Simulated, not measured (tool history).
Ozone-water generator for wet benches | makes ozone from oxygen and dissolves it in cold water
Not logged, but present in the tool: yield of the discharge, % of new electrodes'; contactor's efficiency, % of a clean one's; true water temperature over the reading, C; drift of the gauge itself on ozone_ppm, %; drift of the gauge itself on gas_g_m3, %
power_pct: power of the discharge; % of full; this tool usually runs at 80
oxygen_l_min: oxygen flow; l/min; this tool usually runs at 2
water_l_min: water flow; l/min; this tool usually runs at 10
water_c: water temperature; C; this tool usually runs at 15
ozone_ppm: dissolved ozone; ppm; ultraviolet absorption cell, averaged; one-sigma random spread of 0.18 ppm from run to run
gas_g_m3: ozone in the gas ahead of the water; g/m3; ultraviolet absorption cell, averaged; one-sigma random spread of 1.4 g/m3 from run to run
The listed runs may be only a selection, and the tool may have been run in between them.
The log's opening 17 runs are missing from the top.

run    hour  power_pct  oxygen_l_min  water_l_min  water_c  hours of work since the electrodes were changed  hours of work since the contactor was cleaned  hours of work since the thermometer was calibrated  ozone_ppm  gas_g_m3
 18  2452.3         57             2           10       15                                             4767                                           2194                                                 260       19.1     202.6
 19  2632.9         57             2           10       15                                             4899                                           2327                                                 392       19.4     202.1
 20    2778         80          1.43            9       15                                             5006                                           2433                                                 499       25.6     312.3
 21  2999.4         65          3.21            8       12                                             5168                                           2595                                                 661       27.9     179.2
 22  3125.8         83          3.16           11       15                                             5261                                           2688                                                 754         26     221.1
 23  3340.9         83          1.91           11        8                                             5418                                           2846                                                 911       25.9     278.2
 24  3509.8         83          1.91            9        9                                             5542                                           2969                                                1035       30.6     276.9
 25  3624.4         99          1.57            9        9                                             5626                                           3053                                                1119       33.7     357.2
 26  3781.2         80          1.91           10       11                                             5741                                           3168                                                1234       26.5     269.2
 27  3908.7         80          1.91           10       11                                             5834                                           3262                                                1327       26.3     273.3
 28  4097.5         62             2           10       15                                             5973                                           3400                                                1466       20.9     216.8
 29  4262.5         80          2.35            6       15                                             6094                                           3521                                                1587       37.3     247.8
 30  4444.6         89          2.35            7       15                                             6227                                           3654                                                1720       36.8     269.8
 31  4632.2         80             2           10       19                                             6365                                           3792                                                1858       24.4     266.2
 32  4832.9         72          1.08           10        8                                             6512                                           3939                                                2005       21.2     323.6
 33  4971.2         72          1.08           10        8                                             6613                                           4040                                                2106       21.3     325.8

Consider 3 possible next runs. They are alternatives, not a sequence: every one starts from the tool as it was left by run 33. What does each give?
  A  5153.5         72          2.53           10        8                                             6747                                           4174                                                2240          ?         ?
  B  5153.5         80             2           10        8                                             6747                                           4174                                                2240          ?         ?
  C  5153.5         72          3.49           10       22                                             6747                                           4174                                                2240          ?         ?

run  ozone_ppm  gas_g_m3
  A       26.7     217.6
  B       27.6     267.7
  C       22.1     186.4
The same runs, with their run-to-run variation unchanged, on a tool lacking any hidden condition would have given:
run  ozone_ppm  gas_g_m3
  A       26.7     217.8
  B       27.6       268
  C       22.1     186.6

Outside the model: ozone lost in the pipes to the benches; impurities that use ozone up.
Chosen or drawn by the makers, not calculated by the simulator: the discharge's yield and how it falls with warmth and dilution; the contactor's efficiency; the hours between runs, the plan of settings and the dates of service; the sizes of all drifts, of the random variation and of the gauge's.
